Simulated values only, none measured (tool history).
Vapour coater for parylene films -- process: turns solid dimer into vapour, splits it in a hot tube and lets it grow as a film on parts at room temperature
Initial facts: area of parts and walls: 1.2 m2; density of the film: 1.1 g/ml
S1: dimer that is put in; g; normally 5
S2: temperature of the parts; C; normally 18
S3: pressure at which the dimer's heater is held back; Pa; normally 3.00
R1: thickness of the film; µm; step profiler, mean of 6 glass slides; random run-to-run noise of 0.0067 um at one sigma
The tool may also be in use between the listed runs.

run,day,S1,S2,S3,R1
1,0.000,5,18,3.00,2.807
2,1.146,5,18,3.00,2.795
3,2.321,5,15,3.00,3.122
4,3.625,5,18,8.88,2.564
5,5.033,5,18,4.96,2.684
6,5.933,5,17,4.96,2.776
7,6.762,5,18,3.00,2.773
8,7.746,5,10,3.00,3.623
9,8.396,5,10,3.00,3.610
10,9.154,5,18,3.00,2.766
11,10.179,5,12,3.00,3.427
12,11.188,5,12,3.00,3.426
13,12.150,5,12,3.00,3.434
14,13.600,5,20,3.00,2.562
15,14.512,5,20,3.00,2.565
16,15.629,5,18,3.00,2.746
17,16.225,2,18,3.00,1.102
18,17.433,5,10,3.00,3.554
19,18.683,5,10,3.37,3.548
20,19.596,5,10,3.37,3.546
21,21.042,5,10,3.37,3.531
22,22.454,5,10,3.37,3.529
23,23.421,3,13,3.00,1.948
24,24.254,3,13,11.22,1.751
25,25.083,7,10,7.94,4.707
26,25.679,7,10,7.94,4.684
27,26.567,7,10,7.94,4.691
28,27.238,3,12,2.43,2.040
29,28.396,3,12,6.57,1.881
30,29.725,3,12,6.57,1.885
# day 30.438: trap's valve overhauled
31,30.850,3,12,6.57,2.019
32,32.108,8,19,6.57,4.141
33,32.862,8,19,6.57,4.167
34,33.492,8,19,6.57,4.135
35,34.496,5,14,3.00,3.290
36,35.338,4,25,3.00,1.763
37,36.758,7,14,9.08,4.205
38,37.875,4,24,7.24,1.705
39,39.179,4,24,7.24,1.706
40,39.950,5,18,10.22,2.569
41,40.921,3,23,7.32,1.320

Predict each of these 3 candidate next runs independently; none follows another, all start after run 41:
A,42.054,3,11,9.67,?
B,42.054,6,22,2.58,?
C,42.054,3,20,3.73,?

run,R1
A,1.970
B,2.967
C,1.542
Had the tool no hidden state, the same runs would have come out as:
run,R1
A,1.960
B,2.952
C,1.534
